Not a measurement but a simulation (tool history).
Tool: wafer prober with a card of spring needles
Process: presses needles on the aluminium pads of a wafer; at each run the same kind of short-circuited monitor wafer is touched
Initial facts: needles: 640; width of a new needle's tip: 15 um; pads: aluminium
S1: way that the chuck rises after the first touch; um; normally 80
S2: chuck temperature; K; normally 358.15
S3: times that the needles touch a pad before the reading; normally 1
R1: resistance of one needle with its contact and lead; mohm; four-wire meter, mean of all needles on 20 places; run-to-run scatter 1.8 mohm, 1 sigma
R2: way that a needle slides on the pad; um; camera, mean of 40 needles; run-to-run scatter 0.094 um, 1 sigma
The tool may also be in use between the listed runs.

run    hour  S1      S2  S3   R1     R2
  1       0  80  358.15   1  183   18.5
       19.8  -- tips cleaned on abrasive film
  2    33.7  80  358.15   1  184  18.49
       41.6  -- tips cleaned on abrasive film
       63.2  -- tips cleaned on abrasive film
       83.1  -- tips cleaned on abrasive film
  3    83.1  80  358.15   1  185   18.5
      102.6  -- tips cleaned on abrasive film
      124.5  -- tips cleaned on abrasive film
  4   132.7  80  358.15   1  184  18.39
      145.8  -- tips cleaned on abrasive film
      165.4  -- tips cleaned on abrasive film
  5     169  80  358.15   2  185  18.47
      188.1  -- tips cleaned on abrasive film
  6   206.7  80  358.15   1  190  18.76
        210  -- tips cleaned on abrasive film
      231.4  -- tips cleaned on abrasive film
  7   237.4  80  317.15   1  176  18.61
      253.9  -- tips cleaned on abrasive film
      277.6  -- tips cleaned on abrasive film
  8   289.7  80  317.15   1  178  18.79
        297  -- tips cleaned on abrasive film
      316.9  -- tips cleaned on abrasive film
      337.8  -- tips cleaned on abrasive film
  9   344.3  80  317.15   1  174  18.69
      360.6  -- tips cleaned on abrasive film
      384.2  -- tips cleaned on abrasive film
 10     394  80  319.15   1  179  18.86
      405.3  -- tips cleaned on abrasive film
      427.3  -- tips cleaned on abrasive film
 11   437.1  80  319.15   1  178  18.71
      449.6  -- tips cleaned on abrasive film
 12     467  80  319.15   1  179  18.82
      469.3  -- tips cleaned on abrasive film
      489.4  -- tips cleaned on abrasive film
 13   498.7  80  319.15   1  179  18.88
      510.2  -- tips cleaned on abrasive film
      531.3  -- tips cleaned on abrasive film
 14   543.8  80  319.15   1  176  18.94
      555.1  -- tips cleaned on abrasive film
      575.8  -- tips cleaned on abrasive film
      576.1  -- height of the first contact set anew
 15   590.3  80  319.15   1  174  18.79
      595.4  -- tips cleaned on abrasive film
 16   613.2  65  299.15   2  177   15.3
      617.1  -- tips cleaned on abrasive film
      637.9  -- tips cleaned on abrasive film
 17   640.6  65  299.15   2  177  15.26
        659  -- tips cleaned on abrasive film
 18   678.1  71  362.15   3  186  16.62
      682.7  -- tips cleaned on abrasive film
      704.9  -- tips cleaned on abrasive film
 19   704.9  71  362.15   3  188  16.86
      726.6  -- tips cleaned on abrasive film
 20   740.3  79  378.15   1  188  18.68
      747.6  -- tips cleaned on abrasive film
 21   763.6  74  359.15   1  185  17.57
      768.4  -- tips cleaned on abrasive film
      789.4  -- tips cleaned on abrasive film
      811.6  -- tips cleaned on abrasive film
 22   811.9  92  348.15   1  181  21.62
      831.2  -- tips cleaned on abrasive film
        853  -- tips cleaned on abrasive film
 23   861.5  61  382.15   2  195  14.44
      875.1  -- tips cleaned on abrasive film
      897.6  -- tips cleaned on abrasive film
 24   906.2  60  358.15   1  190  14.18
      918.7  -- tips cleaned on abrasive film
      940.9  -- tips cleaned on abrasive film
      957.2  -- gauge calibrated
 25   958.8  87  349.15   1  186  20.24
      962.9  -- tips cleaned on abrasive film
      982.7  -- tips cleaned on abrasive film
     1003.1  -- tips cleaned on abrasive film
 26  1012.4  88  326.15   1  174  20.53
     1026.5  -- tips cleaned on abrasive film
 27  1034.6  93  318.15   1  172  21.54
     1046.2  -- tips cleaned on abrasive film
     1068.9  -- tips cleaned on abrasive film
 28  1072.3  93  355.15   1  182  21.54
     1090.6  -- tips cleaned on abrasive film
     1109.9  -- tips cleaned on abrasive film
 29  1124.1  93  355.15   1  186  21.69

Each row is a separate what-if for the run after 29, all from the same tool condition, not one after another. Results?
     1132.6  -- tips cleaned on abrasive film
  A  1146.7  80  393.15   1   ?   ?
     1132.6  -- tips cleaned on abrasive film
  B  1146.7  93  305.15   1   ?   ?
     1132.6  -- tips cleaned on abrasive film
  C  1146.7  64  382.15   1   ?   ?
     1132.6  -- tips cleaned on abrasive film
  D  1146.7  96  355.15   1   ?   ?
     1132.6  -- tips cleaned on abrasive film
  E  1146.7  75  355.15   2   ?   ?

run   R1     R2
  A  191  18.53
  B  172  21.69
  C  194  14.73
  D  183  22.41
  E  187  17.31
The same runs, with their run-to-run variation unchanged, on a tool lacking any hidden condition would have given:
run   R1     R2
  A  190  18.44
  B  172  21.59
  C  193  14.66
  D  182   22.3
  E  186  17.23

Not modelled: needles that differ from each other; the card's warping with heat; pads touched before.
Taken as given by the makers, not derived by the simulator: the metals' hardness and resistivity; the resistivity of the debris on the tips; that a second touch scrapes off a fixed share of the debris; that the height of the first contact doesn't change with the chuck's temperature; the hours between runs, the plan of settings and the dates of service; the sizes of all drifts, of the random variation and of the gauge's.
